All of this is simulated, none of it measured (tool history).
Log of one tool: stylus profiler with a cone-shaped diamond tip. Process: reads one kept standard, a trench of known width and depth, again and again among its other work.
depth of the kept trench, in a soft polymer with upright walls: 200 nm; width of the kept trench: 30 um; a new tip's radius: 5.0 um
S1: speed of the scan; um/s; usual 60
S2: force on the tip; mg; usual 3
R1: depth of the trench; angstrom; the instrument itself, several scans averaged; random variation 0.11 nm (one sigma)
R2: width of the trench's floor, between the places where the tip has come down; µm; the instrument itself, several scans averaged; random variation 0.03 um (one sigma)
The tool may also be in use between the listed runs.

run,hour,S1,S2,R1,R2
1,0,60,3,2032.6,25.6
2,46.9,60,3,2034,25.56
3,118.3,60,6.24,2048.7,25.57
4,200.9,218,3,2033.6,25.1
# hour 220.5: height scale calibrated on a step standard
5,248.1,218,3,2037.9,24.99
6,282.5,218,3,2038.4,25.03
7,335.8,218,5.84,2051.7,25.09
8,382.6,28,5.84,2051.8,25.43
9,453.4,28,5.84,2052.2,25.34
10,489.6,28,5.84,2050.9,25.31
11,534.7,28,5.84,2051.8,25.25
12,617.9,28,5.84,2053.7,25.24
# hour 668.8: height scale calibrated on a step standard, once more
13,686.7,28,5.84,2032,25.17
14,724.7,60,3.55,2025.1,25.05
15,782,60,3.55,2025.5,25.07
16,850.2,22,3.14,2023.1,25.08
17,897.7,52,8.67,2045.5,25.02
18,969.7,226,2.17,2020.7,24.43
19,1007.8,33,4.94,2032.3,24.92
20,1066.1,38,1.9,2017.2,24.83
21,1145.3,38,1.9,2019.5,24.79
22,1194.6,18,2.74,2027.2,24.8
23,1246.8,49,1.94,2018.8,24.69
24,1330.2,49,1.94,2022.3,24.58
25,1390.1,49,1.94,2021,24.62
# hour 1448: new tip fitted, height scale calibrated
26,1455.7,208,2.17,2017.1,26.59
27,1530.3,85,8.35,2046.6,27

Hidden state or all else? Some run-to-run changes of R1, split into what the settings, what came in and random variation would give without the hidden state, and what is left for the hidden state (with any gauge scatter that isn't in both results):
The hidden state here: radius of the tip, um; height scale over the true one, %; drift of the gauge itself on depth_nm, %; drift of the gauge itself on floor_um, %.
Run 12 -> 13: height scale calibrated on a step standard, once more. R1 -21.7 angstrom: hidden state -18.8, all else -2.9.
Run 17 -> 18: S1 52 -> 226, S2 8.67 -> 2.17. R1 -24.8 angstrom: hidden state +0.5, all else -25.3.
Run 25 -> 26: S1 49 -> 208, S2 1.94 -> 2.17, new tip fitted, height scale calibrated. R1 -3.9 angstrom: hidden state -4.4, all else +0.5.
Run 26 -> 27: S1 208 -> 85, S2 2.17 -> 8.35. R1 +29.5 angstrom: hidden state +0.7, all else +28.8.
